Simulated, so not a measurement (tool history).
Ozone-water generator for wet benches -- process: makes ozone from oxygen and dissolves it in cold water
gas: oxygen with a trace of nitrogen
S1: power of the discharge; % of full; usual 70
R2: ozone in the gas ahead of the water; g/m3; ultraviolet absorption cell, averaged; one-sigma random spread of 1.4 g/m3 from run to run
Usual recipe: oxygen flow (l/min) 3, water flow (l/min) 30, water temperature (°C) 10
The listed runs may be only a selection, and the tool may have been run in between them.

{"run": 1, "hour": 0.0, "S1": 70, "oxygen flow (l/min)": 3, "water flow (l/min)": 30, "water temperature (°C)": 10, "dissolved ozone (ppm)": 14.3, "R2": 241.4}
{"run": 2, "hour": 34.7, "S1": 70, "oxygen flow (l/min)": 3, "water flow (l/min)": 30, "water temperature (°C)": 10, "dissolved ozone (ppm)": 14.4, "R2": 241.4}
{"run": 3, "hour": 83.3, "S1": 42, "oxygen flow (l/min)": 3, "water flow (l/min)": 30, "water temperature (°C)": 10, "dissolved ozone (ppm)": 9.9, "R2": 163.4}
{"run": 4, "hour": 130.3, "S1": 42, "oxygen flow (l/min)": 3, "water flow (l/min)": 30, "water temperature (°C)": 10, "dissolved ozone (ppm)": 9.6, "R2": 163.3}
{"run": 5, "hour": 159.8, "S1": 70, "oxygen flow (l/min)": 3, "water flow (l/min)": 30, "water temperature (°C)": 9, "dissolved ozone (ppm)": 14.3, "R2": 238}
{"run": 6, "hour": 200.9, "S1": 70, "oxygen flow (l/min)": 3, "water flow (l/min)": 30, "water temperature (°C)": 10, "dissolved ozone (ppm)": 14.1, "R2": 239}
{"run": 7, "hour": 269.3, "S1": 70, "oxygen flow (l/min)": 3, "water flow (l/min)": 30, "water temperature (°C)": 10, "dissolved ozone (ppm)": 14.2, "R2": 240.3}
{"run": 8, "hour": 338.3, "S1": 70, "oxygen flow (l/min)": 3, "water flow (l/min)": 30, "water temperature (°C)": 10, "dissolved ozone (ppm)": 14.1, "R2": 237.8}
{"run": 9, "hour": 379.5, "S1": 70, "oxygen flow (l/min)": 3, "water flow (l/min)": 30, "water temperature (°C)": 10, "dissolved ozone (ppm)": 14.3, "R2": 239}
{"run": 10, "hour": 447.3, "S1": 70, "oxygen flow (l/min)": 3, "water flow (l/min)": 30, "water temperature (°C)": 10, "dissolved ozone (ppm)": 14.2, "R2": 238.1}
{"run": 11, "hour": 506.8, "S1": 70, "oxygen flow (l/min)": 3, "water flow (l/min)": 30, "water temperature (°C)": 10, "dissolved ozone (ppm)": 14.2, "R2": 237.8}
{"run": 12, "hour": 565.9, "S1": 70, "oxygen flow (l/min)": 3, "water flow (l/min)": 30, "water temperature (°C)": 10, "dissolved ozone (ppm)": 13.9, "R2": 237.9}
{"run": 13, "hour": 612.2, "S1": 70, "oxygen flow (l/min)": 3, "water flow (l/min)": 30, "water temperature (°C)": 10, "dissolved ozone (ppm)": 14, "R2": 236.7}
{"run": 14, "hour": 646.6, "S1": 70, "oxygen flow (l/min)": 3, "water flow (l/min)": 30, "water temperature (°C)": 10, "dissolved ozone (ppm)": 13.9, "R2": 236.7}
{"run": 15, "hour": 702.7, "S1": 59, "oxygen flow (l/min)": 3, "water flow (l/min)": 30, "water temperature (°C)": 10, "dissolved ozone (ppm)": 12.4, "R2": 211.3}
{"run": 16, "hour": 766.4, "S1": 59, "oxygen flow (l/min)": 3, "water flow (l/min)": 30, "water temperature (°C)": 10, "dissolved ozone (ppm)": 12.3, "R2": 209.1}
{"run": 17, "hour": 826.5, "S1": 73, "oxygen flow (l/min)": 2.36, "water flow (l/min)": 24, "water temperature (°C)": 15, "dissolved ozone (ppm)": 16.2, "R2": 270}
{"run": 18, "hour": 860.3, "S1": 70, "oxygen flow (l/min)": 3, "water flow (l/min)": 27, "water temperature (°C)": 9, "dissolved ozone (ppm)": 15.8, "R2": 235.4}
{"run": 19, "hour": 932.6, "S1": 55, "oxygen flow (l/min)": 3, "water flow (l/min)": 26, "water temperature (°C)": 10, "dissolved ozone (ppm)": 13.4, "R2": 197.9}
{"hour": 942.8, "done": "contactor cleaned"}
{"run": 20, "hour": 1007.7, "S1": 55, "oxygen flow (l/min)": 3, "water flow (l/min)": 26, "water temperature (°C)": 10, "dissolved ozone (ppm)": 12.5, "R2": 197}
{"run": 21, "hour": 1037.1, "S1": 70, "oxygen flow (l/min)": 2.2, "water flow (l/min)": 30, "water temperature (°C)": 10, "dissolved ozone (ppm)": 11.5, "R2": 268.8}
{"run": 22, "hour": 1080.3, "S1": 70, "oxygen flow (l/min)": 2.2, "water flow (l/min)": 30, "water temperature (°C)": 10, "dissolved ozone (ppm)": 11.6, "R2": 269.7}
{"run": 23, "hour": 1143.2, "S1": 58, "oxygen flow (l/min)": 3, "water flow (l/min)": 30, "water temperature (°C)": 10, "dissolved ozone (ppm)": 11.2, "R2": 203.2}
{"run": 24, "hour": 1201.2, "S1": 58, "oxygen flow (l/min)": 1.84, "water flow (l/min)": 22, "water temperature (°C)": 16, "dissolved ozone (ppm)": 12.7, "R2": 255.3}
{"run": 25, "hour": 1254.4, "S1": 58, "oxygen flow (l/min)": 1.84, "water flow (l/min)": 22, "water temperature (°C)": 16, "dissolved ozone (ppm)": 13, "R2": 253}
{"run": 26, "hour": 1284.4, "S1": 58, "oxygen flow (l/min)": 1.84, "water flow (l/min)": 22, "water temperature (°C)": 16, "dissolved ozone (ppm)": 12.5, "R2": 251.6}
{"run": 27, "hour": 1316.8, "S1": 58, "oxygen flow (l/min)": 1.84, "water flow (l/min)": 22, "water temperature (°C)": 16, "dissolved ozone (ppm)": 12.8, "R2": 251.9}
{"hour": 1357.3, "done": "contactor cleaned, once more"}
{"run": 28, "hour": 1366.0, "S1": 58, "oxygen flow (l/min)": 1.84, "water flow (l/min)": 22, "water temperature (°C)": 16, "dissolved ozone (ppm)": 14.2, "R2": 253.1}
{"run": 29, "hour": 1420.9, "S1": 70, "oxygen flow (l/min)": 3.43, "water flow (l/min)": 30, "water temperature (°C)": 10, "dissolved ozone (ppm)": 15.4, "R2": 218.6}
{"run": 30, "hour": 1470.0, "S1": 91, "oxygen flow (l/min)": 4.82, "water flow (l/min)": 30, "water temperature (°C)": 10, "dissolved ozone (ppm)": 21, "R2": 228.9}
{"run": 31, "hour": 1521.6, "S1": 94, "oxygen flow (l/min)": 4.82, "water flow (l/min)": 35, "water temperature (°C)": 10, "dissolved ozone (ppm)": 18.5, "R2": 231.4}
{"run": 32, "hour": 1562.1, "S1": 94, "oxygen flow (l/min)": 4.82, "water flow (l/min)": 35, "water temperature (°C)": 10, "dissolved ozone (ppm)": 18.3, "R2": 232.4}

Below are 3 alternative next runs, each starting from the tool's condition after run 32. Predict each:
{"run": "A", "hour": 1594.5, "S1": 77, "oxygen flow (l/min)": 2.2, "water flow (l/min)": 30, "water temperature (°C)": 10, "dissolved ozone (ppm)": "?", "R2": "?"}
{"run": "B", "hour": 1594.5, "S1": 42, "oxygen flow (l/min)": 1.58, "water flow (l/min)": 18, "water temperature (°C)": 10, "dissolved ozone (ppm)": "?", "R2": "?"}
{"run": "C", "hour": 1594.5, "S1": 94, "oxygen flow (l/min)": 2.11, "water flow (l/min)": 36, "water temperature (°C)": 10, "dissolved ozone (ppm)": "?", "R2": "?"}

run=A dissolved_ozone_(ppm)=14.1 R2=285.9
run=B dissolved_ozone_(ppm)=13.6 R2=210.1
run=C dissolved_ozone_(ppm)=13 R2=332.9
Without the tool's unlogged condition, the same runs would have read:
run=A dissolved_ozone_(ppm)=15.8 R2=320.9
run=B dissolved_ozone_(ppm)=14.5 R2=224.2
run=C dissolved_ozone_(ppm)=14.8 R2=379.8
